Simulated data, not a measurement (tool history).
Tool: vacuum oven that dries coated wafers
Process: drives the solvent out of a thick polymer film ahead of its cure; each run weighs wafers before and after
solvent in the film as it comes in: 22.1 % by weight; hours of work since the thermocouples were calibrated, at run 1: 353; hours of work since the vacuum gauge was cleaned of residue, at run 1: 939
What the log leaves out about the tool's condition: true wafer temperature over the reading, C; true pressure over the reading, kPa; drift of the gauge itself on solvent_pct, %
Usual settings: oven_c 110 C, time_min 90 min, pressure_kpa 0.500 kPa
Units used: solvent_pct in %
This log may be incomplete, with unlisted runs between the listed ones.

run	hour	oven_c	time_min	pressure_kpa	hours of work since the thermocouples were calibrated	hours of work since the vacuum gauge was cleaned of residue	solvent_pct
1	0.0	110	90	0.500	353	939	1.89
2	110.4	110	90	0.500	426	1012	1.89
3	192.4	110	90	0.500	481	1066	1.92
4	263.6	110	90	1.465	528	1114	3.27
5	365.4	110	90	1.465	595	1181	3.25
6	416.4	110	90	0.500	629	1215	2.01
7	517.4	110	118	0.500	696	1282	1.41
8	613.7	110	118	0.500	760	1346	1.44
9	677.7	110	118	0.500	802	1388	1.44
# hour 745.9: oven's thermocouples calibrated
10	747.3	110	118	1.441	1	1433	2.73
11	817.4	110	118	1.441	47	1479	2.74
12	887.2	110	118	1.441	94	1526	2.78
13	954.3	110	118	1.441	138	1570	2.77
# hour 962.5: vacuum gauge cleaned of residue and calibrated
14	1050.6	110	118	1.441	201	58	2.83
15	1102.2	110	118	1.441	235	93	2.81
16	1207.2	110	118	0.445	305	162	1.46
17	1262.7	110	77	0.500	341	199	2.72
18	1363.2	110	77	0.500	408	266	2.74
19	1434.4	110	77	0.384	455	313	2.64
# hour 1465.7: vacuum gauge cleaned of residue and calibrated, once more
20	1489.4	121	90	0.500	491	16	0.77
21	1585.7	105	90	0.500	554	80	2.90
22	1640.4	110	50	0.500	591	116	4.60
23	1750.4	110	90	0.500	664	189	1.92
24	1797.9	110	90	1.745	695	220	3.65
25	1880.8	103	90	0.408	750	275	3.30
26	1957.7	98	66	1.602	801	326	8.52
# hour 2031.4: oven's thermocouples calibrated
27	2045.6	98	66	1.602	9	383	8.27
28	2094.5	98	66	0.385	42	415	6.25
29	2158.3	116	51	0.500	84	458	2.80
30	2241.3	118	143	1.800	139	513	2.06
31	2289.3	110	54	0.521	171	544	4.09
32	2333.6	98	90	0.491	200	574	4.73
33	2397.0	123	68	0.428	242	616	0.87
34	2480.3	97	111	0.428	297	671	3.89
35	2555.5	97	111	0.428	347	721	3.89
36	2632.1	97	108	0.375	398	772	4.01
37	2703.3	97	108	0.375	445	819	4.01
38	2786.7	110	90	0.302	500	874	1.77
39	2878.3	110	114	0.269	561	935	1.14
40	2988.0	110	114	1.209	634	1007	2.46
41	3052.1	110	114	1.209	676	1050	2.51
42	3151.9	110	81	0.500	742	1116	2.50
43	3245.7	109	81	0.500	805	1178	2.72
# hour 3310.4: oven's thermocouples calibrated
44	3316.7	109	81	0.500	4	1224	2.48
45	3402.3	116	90	0.500	61	1281	1.19

Across each entry between runs, compare the hidden state at the last listed run before it with the hidden state at the first listed run after it:
Logged between run 9 and run 10: oven's thermocouples calibrated (hour 745.9)
  true wafer temperature over the reading, C: -0.56 -> -0.22; true pressure over the reading, kPa: 0.199 -> 0.205
  measured minus no-state result, solvent_pct: +0.33 -> +0.32 %
Logged between run 13 and run 14: vacuum gauge cleaned of residue and calibrated (hour 962.5)
  true wafer temperature over the reading, C: -0.4 -> -0.49; true pressure over the reading, kPa: 0.225 -> 0.258
  measured minus no-state result, solvent_pct: +0.36 -> +0.42 %
Logged between run 19 and run 20: vacuum gauge cleaned of residue and calibrated, once more (hour 1465.7)
  true wafer temperature over the reading, C: -0.84 -> -0.89; true pressure over the reading, kPa: 0.292 -> 0.013
  measured minus no-state result, solvent_pct: +0.54 -> +0.06 %
Logged between run 26 and run 27: oven's thermocouples calibrated (hour 2031.4)
  true wafer temperature over the reading, C: -1.31 -> -0.2; true pressure over the reading, kPa: 0.056 -> 0.064
  measured minus no-state result, solvent_pct: +0.57 -> +0.18 %
Logged between run 43 and run 44: oven's thermocouples calibrated (hour 3310.4)
  true wafer temperature over the reading, C: -1.31 -> 0.13; true pressure over the reading, kPa: 0.174 -> 0.18
  measured minus no-state result, solvent_pct: +0.50 -> +0.21 %
